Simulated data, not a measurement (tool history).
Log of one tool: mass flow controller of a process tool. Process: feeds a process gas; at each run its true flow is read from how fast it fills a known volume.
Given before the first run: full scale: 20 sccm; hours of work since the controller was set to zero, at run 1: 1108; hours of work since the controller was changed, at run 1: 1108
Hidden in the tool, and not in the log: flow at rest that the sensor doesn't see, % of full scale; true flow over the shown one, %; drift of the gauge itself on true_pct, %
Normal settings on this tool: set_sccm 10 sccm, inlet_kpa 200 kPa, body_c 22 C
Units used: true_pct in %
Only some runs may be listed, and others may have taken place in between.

| run | hour | set_sccm | inlet_kpa | body_c | hours of work since the controller was set to zero | hours of work since the controller was changed | true_pct |
|---|---|---|---|---|---|---|---|
| 1 | 0.0 | 10 | 200 | 22 | 1108 | 1108 | 99.30 |
| 2 | 360.1 | 10 | 200 | 22 | 1255 | 1255 | 99.46 |
| 3 | 745.7 | 10 | 175 | 22 | 1412 | 1412 | 99.58 |
| 4 | 1223.9 | 10 | 175 | 22 | 1606 | 1606 | 99.50 |
| 5 | 1498.7 | 10 | 175 | 22 | 1718 | 1718 | 99.72 |
| 6 | 1761.5 | 10 | 175 | 22 | 1825 | 1825 | 99.77 |
| 7 | 2114.6 | 10 | 200 | 22 | 1969 | 1969 | 99.75 |
| 8 | 2362.1 | 10 | 200 | 22 | 2070 | 2070 | 99.85 |
| 9 | 2777.9 | 10 | 200 | 22 | 2239 | 2239 | 99.91 |
| 10 | 3076.6 | 10 | 184 | 22 | 2361 | 2361 | 100.14 |
| 11 | 3331.3 | 5 | 200 | 22 | 2464 | 2464 | 99.91 |
| 12 | 3642.8 | 5 | 200 | 22 | 2591 | 2591 | 99.97 |
| 13 | 4142.5 | 5 | 200 | 22 | 2795 | 2795 | 100.23 |
| 14 | 4461.9 | 10 | 200 | 24 | 2925 | 2925 | 100.13 |
| 15 | 4795.0 | 10 | 200 | 24 | 3060 | 3060 | 100.28 |
| 16 | 5389.3 | 10 | 200 | 22 | 3302 | 3302 | 100.29 |
| 17 | 5722.9 | 10 | 200 | 22 | 3438 | 3438 | 100.61 |
| 18 | 6149.8 | 10 | 200 | 22 | 3612 | 3612 | 100.49 |
| 19 | 6722.7 | 10 | 188 | 22 | 3845 | 3845 | 100.56 |
| 20 | 7054.1 | 10 | 188 | 37 | 3980 | 3980 | 100.24 |
| 21 | 7337.7 | 10 | 188 | 37 | 4095 | 4095 | 100.31 |
| 22 | 7727.6 | 10 | 188 | 37 | 4254 | 4254 | 100.38 |
| 23 | 8177.5 | 10 | 188 | 37 | 4437 | 4437 | 100.39 |
| 24 | 8689.6 | 10 | 200 | 22 | 4646 | 4646 | 100.89 |
| 25 | 9127.0 | 3 | 140 | 22 | 4824 | 4824 | 102.82 |
| 26 | 9621.1 | 10 | 167 | 22 | 5025 | 5025 | 101.14 |
|  | 9661.8 | controller's zero set anew |
| 27 | 9936.9 | 3 | 222 | 37 | 112 | 5153 | 103.15 |
| 28 | 10525.2 | 3 | 222 | 37 | 351 | 5393 | 103.44 |
|  | 10697.1 | controller's zero set anew, once more |
| 29 | 10777.4 | 3 | 222 | 37 | 33 | 5495 | 99.01 |
| 30 | 11087.7 | 3 | 198 | 26 | 159 | 5622 | 99.52 |
| 31 | 11336.8 | 9 | 197 | 20 | 260 | 5723 | 100.33 |
| 32 | 11916.1 | 9 | 197 | 20 | 496 | 5959 | 100.45 |
| 33 | 12155.6 | 4 | 227 | 20 | 594 | 6056 | 100.05 |
| 34 | 12443.3 | 4 | 231 | 26 | 711 | 6174 | 99.84 |
| 35 | 13026.7 | 11 | 185 | 39 | 948 | 6411 | 100.23 |
| 36 | 13564.3 | 11 | 185 | 39 | 1167 | 6630 | 100.14 |
| 37 | 14051.9 | 10 | 200 | 22 | 1366 | 6828 | 100.76 |
| 38 | 14630.8 | 10 | 149 | 24 | 1601 | 7064 | 100.97 |
| 39 | 15159.5 | 3 | 200 | 22 | 1817 | 7279 | 101.23 |
| 40 | 15634.3 | 4 | 173 | 29 | 2010 | 7473 | 100.90 |
| 41 | 15946.4 | 3 | 158 | 32 | 2137 | 7600 | 101.28 |
| 42 | 16198.5 | 3 | 158 | 32 | 2240 | 7702 | 101.41 |
| 43 | 16497.4 | 10 | 201 | 32 | 2361 | 7824 | 100.96 |
| 44 | 17081.1 | 3 | 201 | 32 | 2599 | 8062 | 101.65 |
| 45 | 17641.0 | 19 | 201 | 25 | 2827 | 8290 | 101.99 |
| 46 | 18132.0 | 3 | 246 | 28 | 3027 | 8489 | 102.07 |
| 47 | 18545.3 | 20 | 181 | 20 | 3195 | 8658 | 102.54 |

Below are 4 alternative next runs, each starting from the tool's condition after run 47. Predict each:
| A | 19134.0 | 19 | 264 | 23 | 3435 | 8897 | ? |
| B | 19134.0 | 9 | 178 | 22 | 3435 | 8897 | ? |
| C | 19134.0 | 2 | 244 | 22 | 3435 | 8897 | ? |
| D | 19134.0 | 10 | 197 | 25 | 3435 | 8897 | ? |

| run | true_pct |
|---|---|
| A | 102.18 |
| B | 101.72 |
| C | 104.07 |
| D | 101.82 |
Stripped of hidden state, with their random variation kept, the same runs would have yielded:
| run | true_pct |
|---|---|
| A | 99.74 |
| B | 98.83 |
| C | 98.13 |
| D | 99.01 |
